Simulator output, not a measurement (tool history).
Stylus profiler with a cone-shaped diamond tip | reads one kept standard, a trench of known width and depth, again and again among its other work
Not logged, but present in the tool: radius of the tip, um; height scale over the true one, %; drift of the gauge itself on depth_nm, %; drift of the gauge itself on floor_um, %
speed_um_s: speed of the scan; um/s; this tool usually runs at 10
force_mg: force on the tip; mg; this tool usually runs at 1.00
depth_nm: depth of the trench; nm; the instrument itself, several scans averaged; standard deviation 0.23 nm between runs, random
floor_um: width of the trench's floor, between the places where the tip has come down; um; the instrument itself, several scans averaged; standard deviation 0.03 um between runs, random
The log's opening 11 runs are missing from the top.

run,day,speed_um_s,force_mg,scans with this tip,hours of work since the height scale was calibrated,depth_nm,floor_um
12,36.333,10,1.00,22592,261,1008.34,41.95
13,39.254,10,1.00,23101,305,1008.10,41.87
14,42.825,10,1.00,23724,360,1008.13,41.80
15,44.721,10,1.00,24053,389,1007.94,41.81
16,46.671,18,1.00,24393,419,1008.41,41.70
17,48.988,3,0.42,24797,455,1004.24,41.81
18,52.267,3,0.42,25367,505,1003.88,41.80
19,54.912,32,0.93,25828,546,1007.37,41.43
20,56.796,5,0.34,26157,575,1002.95,41.62
21,59.867,5,0.94,26691,622,1007.42,41.65
22,63.008,32,0.75,27239,670,1006.42,41.28
23,65.996,32,0.49,27759,716,1004.11,41.17
24,68.950,32,0.49,28274,761,1004.31,41.09
25,71.812,13,0.46,28772,805,1003.54,41.32
26,74.008,19,0.43,29154,839,1003.58,41.21
# day 75.333: height scale calibrated on a step standard
27,78.054,4,2.87,29856,42,1019.42,41.42
28,80.500,5,1.76,30281,79,1014.02,41.40
29,82.946,17,1.93,30708,117,1014.87,41.27
30,85.817,35,2.72,31207,161,1018.41,41.19
31,88.504,6,0.70,31675,202,1007.87,41.25
32,92.558,8,0.64,32382,264,1006.96,41.23

4 ways to go on from here, each from the tool as it stands after run 32. What would each give?
A,95.342,8,1.09,32866,307,?,?
B,95.342,13,0.64,32866,307,?,?
C,95.342,22,0.88,32866,307,?,?
D,95.342,16,0.41,32866,307,?,?

run,depth_nm,floor_um
A,1010.25,41.17
B,1006.44,41.02
C,1008.50,41.00
D,1005.15,41.05
Stripped of hidden state, with their random variation kept, the same runs would have yielded:
run,depth_nm,floor_um
A,1010.12,43.91
B,1006.30,43.77
C,1008.36,43.74
D,1005.02,43.80
